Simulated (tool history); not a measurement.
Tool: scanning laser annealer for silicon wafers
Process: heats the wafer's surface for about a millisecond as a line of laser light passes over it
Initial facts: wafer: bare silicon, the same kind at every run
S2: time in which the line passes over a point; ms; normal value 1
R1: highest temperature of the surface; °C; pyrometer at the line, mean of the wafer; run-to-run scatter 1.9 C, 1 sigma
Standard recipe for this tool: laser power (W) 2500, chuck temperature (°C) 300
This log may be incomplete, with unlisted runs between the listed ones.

run 1 hour=0 | laser_power_(W)=2500 S2=1 chuck_temperature_(°C)=300 | R1=1080
run 2 hour=35.1 | laser_power_(W)=2500 S2=1 chuck_temperature_(°C)=300 | R1=1083
run 3 hour=56.6 | laser_power_(W)=2312 S2=1 chuck_temperature_(°C)=300 | R1=1012
run 4 hour=79.4 | laser_power_(W)=2500 S2=0.71 chuck_temperature_(°C)=300 | R1=944
run 5 hour=121.8 | laser_power_(W)=2500 S2=1 chuck_temperature_(°C)=300 | R1=1080
run 6 hour=158.5 | laser_power_(W)=2500 S2=1 chuck_temperature_(°C)=300 | R1=1078
run 7 hour=185.7 | laser_power_(W)=2326 S2=1 chuck_temperature_(°C)=300 | R1=1010
run 8 hour=211.3 | laser_power_(W)=2326 S2=1 chuck_temperature_(°C)=300 | R1=1011
run 9 hour=241.2 | laser_power_(W)=2326 S2=1 chuck_temperature_(°C)=300 | R1=1010
run 10 hour=267 | laser_power_(W)=2326 S2=1 chuck_temperature_(°C)=300 | R1=1008
run 11 hour=308 | laser_power_(W)=2326 S2=1 chuck_temperature_(°C)=300 | R1=1011
run 12 hour=347.5 | laser_power_(W)=2500 S2=1 chuck_temperature_(°C)=277 | R1=1049
run 13 hour=380.7 | laser_power_(W)=2500 S2=1 chuck_temperature_(°C)=261 | R1=1032
run 14 hour=418.1 | laser_power_(W)=2538 S2=1 chuck_temperature_(°C)=320 | R1=1099
run 15 hour=457.1 | laser_power_(W)=2258 S2=1.04 chuck_temperature_(°C)=299 | R1=996
run 16 hour=495 | laser_power_(W)=2500 S2=0.84 chuck_temperature_(°C)=260 | R1=951
-- hour=503 optics aligned, line set to its width
run 17 hour=543.2 | laser_power_(W)=2628 S2=1.1 chuck_temperature_(°C)=282 | R1=1132
run 18 hour=582 | laser_power_(W)=2500 S2=0.72 chuck_temperature_(°C)=317 | R1=952
run 19 hour=604 | laser_power_(W)=2306 S2=1.13 chuck_temperature_(°C)=302 | R1=1041
-- hour=613.4 optics aligned, line set to its width, once more
run 20 hour=654.1 | laser_power_(W)=2669 S2=1.07 chuck_temperature_(°C)=280 | R1=1133
run 21 hour=684.8 | laser_power_(W)=2146 S2=1.03 chuck_temperature_(°C)=278 | R1=927
-- hour=717 window over the wafer cleaned
run 22 hour=720 | laser_power_(W)=2146 S2=1.03 chuck_temperature_(°C)=278 | R1=958
run 23 hour=745.3 | laser_power_(W)=2511 S2=1.02 chuck_temperature_(°C)=300 | R1=1108
run 24 hour=765 | laser_power_(W)=2180 S2=0.9 chuck_temperature_(°C)=326 | R1=964
run 25 hour=789.4 | laser_power_(W)=2500 S2=1.16 chuck_temperature_(°C)=300 | R1=1162
run 26 hour=818.9 | laser_power_(W)=2500 S2=1.16 chuck_temperature_(°C)=283 | R1=1147

Pick out some run-to-run changes in R1. Of each, how much would a tool without hidden state show as well, from the settings, what came in and chance, and how much is left for the hidden state and any gauge scatter not in both results compared?
What the log doesn't record here: light that passes the window, % of a clean one's; laser's true power over the reading, %; width of the line over the set one, %; drift of the gauge itself on peak_c, C.
Run 16 -> 17: laser power (W) 2500 -> 2628, S2 0.84 -> 1.1, chuck temperature (°C) 260 -> 282, optics aligned, line set to its width. R1 +181 °C: hidden state -9, all else +190.
Run 20 -> 21: laser power (W) 2669 -> 2146, S2 1.07 -> 1.03, chuck temperature (°C) 280 -> 278. R1 -206 °C: hidden state +5, all else -211.
Run 21 -> 22: window over the wafer cleaned. R1 +31 °C: hidden state +30, all else +1.
Run 24 -> 25: laser power (W) 2180 -> 2500, S2 0.9 -> 1.16, chuck temperature (°C) 326 -> 300. R1 +198 °C: hidden state +1, all else +197.
